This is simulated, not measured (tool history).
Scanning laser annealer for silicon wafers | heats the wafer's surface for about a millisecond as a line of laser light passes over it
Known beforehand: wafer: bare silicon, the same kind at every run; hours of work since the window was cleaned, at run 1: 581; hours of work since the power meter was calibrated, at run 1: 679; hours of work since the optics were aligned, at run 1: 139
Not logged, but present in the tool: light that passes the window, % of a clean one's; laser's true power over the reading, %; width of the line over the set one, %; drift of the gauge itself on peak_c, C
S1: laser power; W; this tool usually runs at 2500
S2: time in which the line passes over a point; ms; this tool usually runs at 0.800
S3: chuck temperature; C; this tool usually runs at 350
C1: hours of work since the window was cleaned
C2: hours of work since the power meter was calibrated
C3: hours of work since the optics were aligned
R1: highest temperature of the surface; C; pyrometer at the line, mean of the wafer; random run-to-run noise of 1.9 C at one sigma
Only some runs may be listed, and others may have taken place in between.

| run | day | S1 | S2 | S3 | C1 | C2 | C3 | R1 |
|---|---|---|---|---|---|---|---|---|
| 1 | 0.000 | 2500 | 0.800 | 350 | 581 | 679 | 139 | 1091 |
| 2 | 1.792 | 2500 | 0.800 | 350 | 604 | 701 | 162 | 1087 |
|  | 2.146 | window over the wafer cleaned |
| 3 | 3.262 | 2500 | 0.800 | 350 | 14 | 719 | 180 | 1127 |
| 4 | 6.233 | 2660 | 0.800 | 350 | 52 | 757 | 218 | 1181 |
| 5 | 8.538 | 2500 | 0.800 | 350 | 81 | 786 | 247 | 1124 |
| 6 | 11.421 | 2500 | 0.951 | 350 | 118 | 823 | 284 | 1181 |
| 7 | 13.400 | 2500 | 0.681 | 350 | 143 | 848 | 309 | 1066 |
| 8 | 15.488 | 2500 | 0.800 | 350 | 170 | 875 | 335 | 1119 |
| 9 | 17.117 | 2500 | 0.800 | 350 | 191 | 896 | 356 | 1117 |
| 10 | 18.362 | 2500 | 0.800 | 359 | 206 | 911 | 372 | 1124 |
| 11 | 21.138 | 2500 | 0.800 | 359 | 242 | 947 | 407 | 1123 |
|  | 21.617 | optics aligned, line set to its width |
| 12 | 23.771 | 2500 | 0.800 | 350 | 273 | 978 | 27 | 1108 |
| 13 | 25.367 | 2500 | 0.800 | 350 | 293 | 998 | 48 | 1108 |
| 14 | 28.325 | 2500 | 0.800 | 350 | 331 | 1036 | 85 | 1107 |
| 15 | 29.742 | 2442 | 0.800 | 350 | 349 | 1054 | 103 | 1085 |
| 16 | 31.050 | 2442 | 0.800 | 350 | 365 | 1070 | 120 | 1083 |
|  | 32.446 | optics aligned, line set to its width, once more |
| 17 | 32.617 | 2500 | 0.800 | 348 | 383 | 1088 | 2 | 1105 |
| 18 | 35.392 | 2277 | 0.800 | 350 | 418 | 1123 | 37 | 1031 |
| 19 | 37.362 | 2277 | 0.800 | 350 | 443 | 1148 | 63 | 1029 |
| 20 | 39.038 | 2277 | 0.800 | 350 | 464 | 1169 | 84 | 1026 |
| 21 | 41.917 | 2315 | 0.719 | 310 | 501 | 1206 | 121 | 968 |
| 22 | 43.771 | 2500 | 0.872 | 350 | 525 | 1230 | 144 | 1125 |
| 23 | 46.546 | 2691 | 0.585 | 314 | 560 | 1265 | 179 | 1021 |
| 24 | 48.738 | 2211 | 0.991 | 343 | 588 | 1293 | 207 | 1059 |
|  | 50.346 | window over the wafer cleaned |
| 25 | 51.817 | 2211 | 0.905 | 341 | 19 | 1331 | 246 | 1052 |
| 26 | 53.921 | 2211 | 0.905 | 341 | 45 | 1358 | 272 | 1051 |
| 27 | 55.633 | 2363 | 0.905 | 341 | 67 | 1379 | 294 | 1109 |
| 28 | 56.946 | 2142 | 0.937 | 350 | 84 | 1396 | 311 | 1046 |
| 29 | 59.788 | 2426 | 0.937 | 355 | 120 | 1432 | 347 | 1151 |
| 30 | 62.771 | 2461 | 0.709 | 339 | 158 | 1470 | 385 | 1055 |
| 31 | 65.525 | 2461 | 0.709 | 339 | 193 | 1505 | 420 | 1052 |
| 32 | 67.654 | 2672 | 0.935 | 339 | 220 | 1533 | 447 | 1221 |

Pick out some run-to-run changes in R1. Of each, how much would a tool without hidden state show as well, from the settings, what came in and chance, and how much is left for the hidden state and any gauge scatter not in both results compared?
Run 2 -> 3: window over the wafer cleaned. R1 +40 C: hidden state +36, all else +4.
Run 6 -> 7: S2 0.951 -> 0.681. R1 -115 C: hidden state -1, all else -114.
Run 21 -> 22: S1 2315 -> 2500, S2 0.719 -> 0.872, S3 310 -> 350. R1 +157 C: hidden state -5, all else +162.
Run 24 -> 25: S2 0.991 -> 0.905, S3 343 -> 341, window over the wafer cleaned. R1 -7 C: hidden state +29, all else -36.
Run 31 -> 32: S1 2461 -> 2672, S2 0.709 -> 0.935. R1 +169 C: hidden state -5, all else +174.
